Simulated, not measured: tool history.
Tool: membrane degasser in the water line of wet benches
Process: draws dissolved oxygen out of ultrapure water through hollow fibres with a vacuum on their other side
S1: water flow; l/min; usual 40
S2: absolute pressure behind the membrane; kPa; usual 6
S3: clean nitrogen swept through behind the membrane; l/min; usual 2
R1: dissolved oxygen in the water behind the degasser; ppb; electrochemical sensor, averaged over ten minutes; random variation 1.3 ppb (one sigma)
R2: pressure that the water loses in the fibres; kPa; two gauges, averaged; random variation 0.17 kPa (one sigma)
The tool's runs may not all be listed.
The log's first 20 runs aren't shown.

run      day  S1     S2    S3     R1     R2
 21  135.983  28      6     2   88.6  18.75
 22  141.179  28   9.98     2  215.9  18.55
 23  146.462  28   9.98     2  214.9  18.64
 24  154.962  34   9.98  2.05  253.7  23.03
 25  162.412  25      6  3.57   47.8  16.72
 26  171.412  25      6  3.57   49.1  16.56
 27  177.946  40      6  0.95  234.3  26.85
 28  182.867  33  12.93  0.95  654.6  22.24
 29   190.05  33  12.93  0.95  649.8  21.82
 30  195.033  51  12.93  0.95  924.1  34.16
 31  202.121  30   3.65  0.94   35.2  20.16

Forecast each of these 4 alternatives for the next run:
  A  211.079  29  3.65   1.1   ?   ?
  B  211.079  42  5.94  1.08   ?   ?
  C  211.079  45  3.94  1.94   ?   ?
  D  211.079  24  6.98  5.96   ?   ?

run     R1     R2
  A   29.7  19.64
  B  222.8  28.22
  C   45.8  30.41
  D   38.1  15.99
Without the tool's hidden state the same runs would have given:
run     R1     R2
  A   25.6  19.12
  B  216.7  27.46
  C   41.2  29.59
  D   37.1  15.56
